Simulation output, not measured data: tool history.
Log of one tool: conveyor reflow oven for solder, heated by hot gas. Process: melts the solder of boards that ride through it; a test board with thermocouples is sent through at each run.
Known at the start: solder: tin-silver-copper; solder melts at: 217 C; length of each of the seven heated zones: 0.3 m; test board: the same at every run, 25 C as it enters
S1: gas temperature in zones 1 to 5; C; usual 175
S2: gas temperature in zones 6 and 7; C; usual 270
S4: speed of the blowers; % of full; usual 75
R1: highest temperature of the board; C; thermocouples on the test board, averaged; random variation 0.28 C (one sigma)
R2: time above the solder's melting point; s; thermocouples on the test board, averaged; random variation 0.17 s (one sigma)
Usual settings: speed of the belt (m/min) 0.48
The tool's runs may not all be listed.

run 1 hour=0 | S1=175 S2=270 speed_of_the_belt_(m/min)=0.48 S4=75 | R1=255.3 R2=58.9
-- hour=36.5 flux residue cleaned out of gas plates and filters
run 2 hour=58.4 | S1=179 S2=270 speed_of_the_belt_(m/min)=0.48 S4=75 | R1=257.2 R2=62.1
run 3 hour=88.4 | S1=185 S2=270 speed_of_the_belt_(m/min)=0.48 S4=75 | R1=257.7 R2=64.7
run 4 hour=126.7 | S1=175 S2=270 speed_of_the_belt_(m/min)=0.48 S4=52 | R1=251.8 R2=56.2
run 5 hour=155.8 | S1=175 S2=270 speed_of_the_belt_(m/min)=0.48 S4=52 | R1=251.6 R2=55.8
-- hour=185.9 thermocouples of zones 6 and 7 changed
run 6 hour=211.2 | S1=175 S2=270 speed_of_the_belt_(m/min)=0.48 S4=67 | R1=255.5 R2=59.4
run 7 hour=270.8 | S1=175 S2=272 speed_of_the_belt_(m/min)=0.48 S4=67 | R1=257.2 R2=60.1
run 8 hour=328.6 | S1=175 S2=272 speed_of_the_belt_(m/min)=0.48 S4=67 | R1=256.7 R2=60.1
run 9 hour=369.4 | S1=175 S2=270 speed_of_the_belt_(m/min)=0.521 S4=75 | R1=253.4 R2=53.5
run 10 hour=403.1 | S1=175 S2=270 speed_of_the_belt_(m/min)=0.521 S4=75 | R1=253.9 R2=53.5
run 11 hour=458.5 | S1=175 S2=270 speed_of_the_belt_(m/min)=0.521 S4=75 | R1=253.9 R2=53.2
run 12 hour=498 | S1=175 S2=270 speed_of_the_belt_(m/min)=0.521 S4=75 | R1=253 R2=52.8
-- hour=505.7 flux residue cleaned out of gas plates and filters
run 13 hour=562 | S1=175 S2=270 speed_of_the_belt_(m/min)=0.48 S4=75 | R1=257.2 R2=61.1
run 14 hour=612.8 | S1=175 S2=270 speed_of_the_belt_(m/min)=0.48 S4=75 | R1=256.7 R2=61.1
run 15 hour=658.5 | S1=175 S2=270 speed_of_the_belt_(m/min)=0.48 S4=75 | R1=257 R2=61
run 16 hour=717.4 | S1=178 S2=276 speed_of_the_belt_(m/min)=0.465 S4=75 | R1=263.2 R2=67.6
run 17 hour=747.5 | S1=179 S2=269 speed_of_the_belt_(m/min)=0.566 S4=82 | R1=251.9 R2=49.6
run 18 hour=796 | S1=179 S2=269 speed_of_the_belt_(m/min)=0.566 S4=82 | R1=252.1 R2=49.3
run 19 hour=845.4 | S1=187 S2=270 speed_of_the_belt_(m/min)=0.48 S4=75 | R1=257.9 R2=65.9
-- hour=868.1 belt drive overhauled, speed set with a stopwatch
run 20 hour=888.8 | S1=187 S2=270 speed_of_the_belt_(m/min)=0.397 S4=51 | R1=257.5 R2=79.3
run 21 hour=939.4 | S1=187 S2=270 speed_of_the_belt_(m/min)=0.397 S4=51 | R1=257.7 R2=79.1
run 22 hour=966.7 | S1=187 S2=283 speed_of_the_belt_(m/min)=0.472 S4=51 | R1=264.1 R2=68.4
-- hour=977.8 flux residue cleaned out of gas plates and filters
run 23 hour=1002.1 | S1=187 S2=283 speed_of_the_belt_(m/min)=0.472 S4=51 | R1=265.1 R2=69.9
-- hour=1028.9 thermocouples of zones 6 and 7 changed
run 24 hour=1045.6 | S1=167 S2=260 speed_of_the_belt_(m/min)=0.48 S4=75 | R1=247 R2=51.3
run 25 hour=1094.5 | S1=167 S2=260 speed_of_the_belt_(m/min)=0.48 S4=75 | R1=247.1 R2=50.7
run 26 hour=1129.1 | S1=175 S2=279 speed_of_the_belt_(m/min)=0.413 S4=75 | R1=269.2 R2=77.6
run 27 hour=1180 | S1=175 S2=279 speed_of_the_belt_(m/min)=0.444 S4=63 | R1=264.7 R2=69.6
run 28 hour=1213.4 | S1=175 S2=279 speed_of_the_belt_(m/min)=0.444 S4=63 | R1=264.9 R2=69.6
run 29 hour=1249.3 | S1=175 S2=272 speed_of_the_belt_(m/min)=0.48 S4=75 | R1=258.3 R2=61
run 30 hour=1288.9 | S1=167 S2=262 speed_of_the_belt_(m/min)=0.48 S4=75 | R1=247.6 R2=51.6

4 ways to go on from here, each from the tool as it stands after run 30. What would each give?
run A hour=1324.6 | S1=167 S2=277 speed_of_the_belt_(m/min)=0.392 S4=70 | R1=? R2=?
run B hour=1324.6 | S1=188 S2=262 speed_of_the_belt_(m/min)=0.48 S4=75 | R1=? R2=?
run C hour=1324.6 | S1=177 S2=265 speed_of_the_belt_(m/min)=0.386 S4=75 | R1=? R2=?
run D hour=1324.6 | S1=167 S2=262 speed_of_the_belt_(m/min)=0.48 S4=75 | R1=? R2=?

run=A R1=266.1 R2=77.8
run=B R1=251 R2=61.6
run=C R1=257 R2=77.8
run=D R1=247.8 R2=51.2
Without the tool's hidden state the same runs would have given:
run=A R1=267.1 R2=78.3
run=B R1=252 R2=62.3
run=C R1=257.8 R2=78.4
run=D R1=249.1 R2=52.4
